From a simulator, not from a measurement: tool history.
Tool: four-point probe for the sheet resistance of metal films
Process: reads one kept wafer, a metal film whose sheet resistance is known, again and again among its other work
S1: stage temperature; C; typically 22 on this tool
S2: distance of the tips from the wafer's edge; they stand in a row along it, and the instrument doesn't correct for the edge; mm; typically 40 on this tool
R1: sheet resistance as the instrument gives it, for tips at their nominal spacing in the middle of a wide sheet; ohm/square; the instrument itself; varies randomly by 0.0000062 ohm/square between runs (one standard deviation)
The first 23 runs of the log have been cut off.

Run 24, hour 506.7: usual settings. Result: R1 0.030815 ohm/square.
Run 25, hour 520.2: usual settings but S1 26 C, S2 39 mm. Result: R1 0.030783 ohm/square.
Run 26, hour 538.7: usual settings but S1 26 C, S2 39 mm. Result: R1 0.030782 ohm/square.
Run 27, hour 557.1: usual settings but S1 30 C, S2 66 mm. Result: R1 0.030728 ohm/square.
Run 28, hour 570.3: usual settings but S1 30 C, S2 66 mm. Result: R1 0.030742 ohm/square.
Run 29, hour 594.9: usual settings but S2 41 mm. Result: R1 0.030820 ohm/square.
Run 30, hour 614.8: usual settings but S1 30 C, S2 5 mm. Result: R1 0.031377 ohm/square.
Run 31, hour 638.2: usual settings but S1 31 C, S2 5 mm. Result: R1 0.031369 ohm/square.
Run 32, hour 660.2: usual settings but S1 27 C, S2 19 mm. Result: R1 0.030813 ohm/square.
Run 33, hour 684.0: usual settings but S1 32 C, S2 18 mm. Result: R1 0.030776 ohm/square.
Run 34, hour 697.5: usual settings but S2 9 mm. Result: R1 0.031013 ohm/square.

Run 35 is up next; what results do you expect?
Run 35, hour 721.6: usual settings but S1 20 C, S2 5 mm. Result: R1 ?.

R1: 0.031474 ohm/square
The same run, on a tool lacking any hidden state, would have yielded R1 0.031475 ohm/square.
